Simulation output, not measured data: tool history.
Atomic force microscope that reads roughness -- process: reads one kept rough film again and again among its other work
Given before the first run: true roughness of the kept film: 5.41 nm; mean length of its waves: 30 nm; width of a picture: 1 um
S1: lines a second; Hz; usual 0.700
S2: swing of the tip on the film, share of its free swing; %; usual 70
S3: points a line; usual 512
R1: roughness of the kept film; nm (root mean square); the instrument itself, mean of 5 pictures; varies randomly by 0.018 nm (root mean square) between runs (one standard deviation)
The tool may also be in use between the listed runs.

run	day	S1	S2	S3	R1
1	0.000	0.700	70	512	4.017
# day 1.221: new tip fitted
2	1.433	0.700	88	512	4.047
# day 2.567: new tip fitted
3	3.025	0.700	88	512	3.547
# day 3.929: new tip fitted
# day 5.333: new tip fitted
4	5.388	0.700	70	512	4.432
# day 6.833: new tip fitted
5	7.554	0.700	70	840	3.397
# day 8.262: new tip fitted
# day 9.667: new tip fitted
6	9.921	0.700	70	840	4.052
# day 11.046: new tip fitted
7	12.033	0.700	70	840	3.283
# day 12.504: new tip fitted
# day 13.942: new tip fitted
8	14.404	0.700	70	840	3.741
# day 15.425: new tip fitted
# day 16.762: new tip fitted
9	16.762	0.700	70	505	4.434
10	18.054	0.608	70	505	2.982
# day 18.179: new tip fitted
# day 19.658: new tip fitted
11	20.383	0.700	70	512	3.599
# day 21.008: new tip fitted
# day 22.442: new tip fitted
12	22.696	0.700	70	512	4.059
# day 23.846: new tip fitted
13	23.933	0.700	70	512	4.266
# day 25.242: new tip fitted
14	25.638	0.700	70	512	3.797
# day 26.712: new tip fitted
15	27.338	0.700	70	264	3.662
# day 28.125: new tip fitted
16	28.683	0.700	70	264	3.581
# day 29.538: new tip fitted
17	30.029	0.700	70	264	3.667
# day 30.883: new tip fitted
18	31.158	1.325	70	264	3.912
# day 32.379: new tip fitted
19	33.017	1.325	70	480	3.507
# day 33.788: new tip fitted
20	34.358	1.325	70	480	3.624
# day 35.188: new tip fitted
21	36.029	1.325	70	480	3.294
# day 36.554: new tip fitted
22	37.462	0.958	70	480	3.270
# day 37.892: new tip fitted
# day 39.275: new tip fitted
23	39.879	0.700	60	512	3.536
# day 40.658: new tip fitted
# day 42.129: new tip fitted
24	42.233	0.700	70	512	4.262
# day 43.483: new tip fitted
25	44.533	2.205	59	512	3.154
# day 44.942: new tip fitted
# day 46.275: new tip fitted
26	46.696	2.104	70	477	3.690
# day 47.829: new tip fitted
27	47.862	0.564	88	549	4.280
# day 49.225: new tip fitted
28	50.242	2.036	67	270	3.156
# day 50.704: new tip fitted
# day 52.208: new tip fitted
29	52.596	2.036	62	792	3.788
# day 53.583: new tip fitted
30	54.425	0.537	70	512	3.533
# day 55.079: new tip fitted
31	55.858	0.537	70	512	3.613
# day 56.596: new tip fitted
# day 57.975: new tip fitted
32	58.017	1.961	59	365	4.318
33	59.058	0.839	61	512	3.070
# day 59.396: new tip fitted
34	60.417	0.700	70	530	3.182
# day 60.804: new tip fitted
# day 62.279: new tip fitted
35	62.279	0.759	88	302	4.217
36	63.388	1.361	88	960	2.991
# day 63.812: new tip fitted
37	64.892	0.700	83	646	3.045
# day 65.192: new tip fitted
38	65.983	0.700	83	646	3.411
# day 66.588: new tip fitted
# day 68.021: new tip fitted
39	68.088	0.700	83	646	4.239
# day 69.425: new tip fitted
40	69.446	2.166	72	434	4.195
# day 70.917: new tip fitted
41	71.175	2.624	70	512	3.716
# day 72.438: new tip fitted
42	73.558	0.868	56	523	3.156
# day 73.925: new tip fitted
# day 75.312: new tip fitted
43	75.312	1.382	69	321	4.321
# day 76.762: new tip fitted
44	77.267	0.893	70	924	3.774
# day 78.146: new tip fitted
45	78.783	1.205	77	924	3.389
# day 79.575: new tip fitted
46	80.308	1.700	70	1019	3.345
# day 81.029: new tip fitted
47	81.612	0.826	65	303	3.717

Alternative continuations, all from the tool just after run 47; predict every row:
# day 82.404: new tip fitted
A	83.312	0.826	76	303	?
# day 82.404: new tip fitted
B	83.312	1.028	76	955	?
# day 82.404: new tip fitted
C	83.312	0.619	77	512	?

run	R1
A	3.246
B	3.252
C	3.309
The same runs, with their run-to-run variation unchanged, on a tool lacking any hidden condition would have given:
run	R1
A	4.387
B	4.394
C	4.470
